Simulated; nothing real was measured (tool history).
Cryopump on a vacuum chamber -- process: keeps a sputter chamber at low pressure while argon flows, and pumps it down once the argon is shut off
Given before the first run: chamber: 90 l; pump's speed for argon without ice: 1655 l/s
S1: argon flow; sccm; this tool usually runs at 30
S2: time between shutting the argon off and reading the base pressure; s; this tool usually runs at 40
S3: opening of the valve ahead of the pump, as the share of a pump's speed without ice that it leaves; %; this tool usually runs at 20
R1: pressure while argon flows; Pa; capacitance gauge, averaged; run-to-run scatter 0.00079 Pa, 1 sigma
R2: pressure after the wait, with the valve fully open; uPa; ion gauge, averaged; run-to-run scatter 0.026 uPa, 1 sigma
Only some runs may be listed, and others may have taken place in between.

Run 1, hour 0: usual settings. Result: R1 0.162 Pa, R2 1.45 uPa.
Run 2, hour 62.1: usual settings. Result: R1 0.1658 Pa, R2 1.55 uPa.
At hour 133.3: pump warmed up, emptied and cooled again.
Run 3, hour 133.3: usual settings but S3 33 %. Result: R1 0.0935 Pa, R2 1.47 uPa.
Run 4, hour 195.9: usual settings but S3 33 %. Result: R1 0.0953 Pa, R2 1.51 uPa.
Run 5, hour 272: usual settings but S3 33 %. Result: R1 0.0971 Pa, R2 1.63 uPa.
Run 6, hour 325.3: usual settings but S1 14 sccm. Result: R1 0.0729 Pa, R2 1.64 uPa.
Run 7, hour 430.4: usual settings but S1 14 sccm, S3 19 %. Result: R1 0.0793 Pa, R2 1.74 uPa.
Run 8, hour 477.4: usual settings but S3 40 %. Result: R1 0.0864 Pa, R2 1.94 uPa.
Run 9, hour 584.3: usual settings but S1 51 sccm. Result: R1 0.2798 Pa, R2 1.94 uPa.
At hour 603.9: pump warmed up, emptied and cooled again.
Run 10, hour 653.9: usual settings but S1 42 sccm, S2 61 s, S3 26 %. Result: R1 0.168 Pa, R2 1.43 uPa.
Run 11, hour 764.8: usual settings but S1 32 sccm, S2 31 s, S3 15 %. Result: R1 0.224 Pa, R2 2.17 uPa.
Run 12, hour 843.6: usual settings but S2 133 s, S3 27 %. Result: R1 0.1193 Pa, R2 1.41 uPa.
Run 13, hour 930.9: usual settings but S1 52 sccm, S2 147 s. Result: R1 0.2801 Pa, R2 1.48 uPa.
Run 14, hour 988.9: usual settings but S1 53 sccm, S3 43 %. Result: R1 0.1445 Pa, R2 2.26 uPa.
Run 15, hour 1037.9: usual settings but S1 53 sccm, S3 43 %. Result: R1 0.1484 Pa, R2 2.32 uPa.
At hour 1074.7: pump warmed up, emptied and cooled again.
Run 16, hour 1114.8: usual settings but S1 53 sccm, S2 189 s, S3 44 %. Result: R1 0.1268 Pa, R2 1.33 uPa.
Run 17, hour 1188.6: usual settings but S1 53 sccm, S2 189 s, S3 44 %. Result: R1 0.1284 Pa, R2 1.36 uPa.

Measured result minus the same run's result without the hidden state. Both carry the same run-to-run variation, though not necessarily the same gauge scatter:
The hidden state here: pump's speed, % of a pump's without ice; cold plate's temperature, K; leak into the chamber, uPa l/s; drift of the gauge itself on working_pa, %; drift of the gauge itself on base_upa, %.
run       R1     R2
  1  +0.0088  +0.39
  2  +0.0109  +0.47
  3  +0.0009  +0.36
  4  +0.0022  +0.42
  5  +0.0036  +0.49
  6  +0.0023  +0.55
  7  +0.0034  +0.66
  8  +0.0089  +0.76
  9  +0.0202  +0.88
 10   +0.003  +0.68
 11  +0.0048   +0.8
 12  +0.0063  +0.94
 13  +0.0148  +1.06
 14  +0.0182  +1.14
 15  +0.0208  +1.22
 16  +0.0029  +0.95
 17  +0.0054     +1
